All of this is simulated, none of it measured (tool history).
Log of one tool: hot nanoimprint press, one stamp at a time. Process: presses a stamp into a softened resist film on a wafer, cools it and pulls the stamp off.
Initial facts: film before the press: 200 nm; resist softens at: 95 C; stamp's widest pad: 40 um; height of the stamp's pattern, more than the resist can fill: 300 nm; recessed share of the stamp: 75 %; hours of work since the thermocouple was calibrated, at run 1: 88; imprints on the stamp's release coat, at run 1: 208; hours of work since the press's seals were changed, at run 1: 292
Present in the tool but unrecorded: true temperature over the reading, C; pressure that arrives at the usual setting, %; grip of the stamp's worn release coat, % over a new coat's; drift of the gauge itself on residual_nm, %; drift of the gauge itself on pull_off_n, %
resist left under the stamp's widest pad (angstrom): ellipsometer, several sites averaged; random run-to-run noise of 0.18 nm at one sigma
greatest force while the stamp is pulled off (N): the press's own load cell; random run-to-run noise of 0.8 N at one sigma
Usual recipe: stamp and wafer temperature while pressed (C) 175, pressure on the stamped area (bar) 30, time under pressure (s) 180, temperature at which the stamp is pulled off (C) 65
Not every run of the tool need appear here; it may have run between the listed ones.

run   hour  stamp and wafer temperature while pressed (C)  pressure on the stamped area (bar)  time under pressure (s)  temperature at which the stamp is pulled off (C)  hours of work since the thermocouple was calibrated  imprints on the stamp's release coat  hours of work since the press's seals were changed  resist left under the stamp's widest pad (angstrom)  greatest force while the stamp is pulled off (N)
  1      0                                            175                                  30                      180                                                65                                                   88                                   208                                                 292                                                  874                                              92.6
  2   15.7                                            175                                  30                      180                                                65                                                  100                                   257                                                 303                                                  878                                              94.8
  3   33.1                                            175                                  30                      180                                                65                                                  112                                   311                                                 316                                                  879                                              93.9
  4   49.1                                            175                                  30                      180                                                65                                                  124                                   361                                                 328                                                  872                                              93.4
  5   65.3                                            182                                  30                      180                                                65                                                  136                                   412                                                 340                                                  639                                              96.2
  6     88                                            175                                  30                      241                                                65                                                  153                                   483                                                 356                                                  772                                              97.2
  7  102.3                                            175                                  30                      241                                                65                                                  163                                   527                                                 367                                                  773                                              97.5
  8  119.7                                            175                                  30                      241                                                65                                                  176                                   582                                                 379                                                  769                                              96.5
  9    136                                            175                                  30                      241                                                65                                                  188                                   633                                                 391                                                  771                                              98.4
 10  146.6                                            175                                  30                      241                                                65                                                  195                                   666                                                 399                                                  769                                              98.8
 11  156.5                                            175                                  30                      241                                                65                                                  203                                   697                                                 406                                                  766                                              99.4
 12  174.6                                            175                                  30                      180                                                51                                                  216                                   753                                                 419                                                  865                                             140.4
 13  196.6                                            175                                40.8                      180                                                51                                                  232                                   822                                                 436                                                  764                                             142.3
     204.5  -- stamp cleaned and given a new release coat
 14  222.4                                            175                                40.8                      180                                                51                                                  246                                    56                                                 450                                                  761                                             126.8
 15  239.8                                            175                                40.8                      180                                                51                                                  259                                   110                                                 463                                                  762                                             127.9
 16  250.2                                            175                                40.8                      180                                                51                                                  267                                   143                                                 470                                                  761                                             129.6
     254.4  -- plate thermocouple calibrated
 17  272.5                                            175                                40.8                      180                                                51                                                   13                                   203                                                 484                                                  756                                             130.6
 18    291                                            175                                40.8                      180                                                51                                                   27                                   261                                                 498                                                  754                                               130
 19  302.3                                            171                                40.8                      180                                                50                                                   35                                   296                                                 506                                                  907                                             132.7
 20  313.9                                            175                                  30                      242                                                72                                                   43                                   333                                                 515                                                  755                                              73.2
     319.9  -- plate thermocouple calibrated, once more
 21  332.9                                            175                                  25                      223                                                66                                                   10                                   383                                                 526                                                  880                                              93.4
 22  350.1                                            175                                  25                      223                                                66                                                   22                                   436                                                 539                                                  880                                              95.8
 23  368.2                                            175                                  25                      223                                                66                                                   35                                   493                                                 552                                                  876                                              95.2
     383.9  -- press's hydraulic seals changed and the load cell set to zero
 24  388.6                                            170                                  25                      212                                                66                                                   44                                   532                                                   3                                                 1092                                              95.8
 25    405                                            170                                  25                      212                                                66                                                   56                                   583                                                  15                                                 1088                                              96.6
 26  416.1                                            170                                18.8                      208                                                73                                                   65                                   618                                                  24                                                 1204                                              75.4
 27  433.4                                            167                                18.8                      192                                                73                                                   77                                   672                                                  36                                                 1365                                                77
 28  452.7                                            167                                33.9                      192                                                56                                                   91                                   732                                                  50                                                 1141                                             128.2
 29  472.8                                            167                                33.9                      103                                                66                                                  106                                   795                                                  65                                                 1377                                              97.9
     489.6  -- stamp cleaned and given a new release coat
 30  496.8                                            167                                33.9                      103                                                66                                                  119                                    22                                                  78                                                 1379                                                88
 31  507.5                                            167                                33.9                      354                                                66                                                  127                                    56                                                  86                                                  909                                              88.6

Branching from run 31: 3 alternative next runs. What would each branch give?
  A  530.2                                            175                                  48                      107                                                50                                                  144                                   127                                                 103                                                    ?                                                 ?
  B  530.2                                            175                                  30                      122                                                59                                                  144                                   127                                                 103                                                    ?                                                 ?
  C  530.2                                            175                                29.8                      354                                                66                                                  144                                   127                                                 103                                                    ?                                                 ?

run  resist left under the stamp's widest pad (angstrom)  greatest force while the stamp is pulled off (N)
  A                                                  881                                             133.6
  B                                                 1006                                             109.2
  C                                                  652                                              90.7
Had the tool no hidden state, the same runs would have come out as:
run  resist left under the stamp's widest pad (angstrom)  greatest force while the stamp is pulled off (N)
  A                                                  896                                             132.1
  B                                                 1022                                             108.1
  C                                                  665                                              90.1
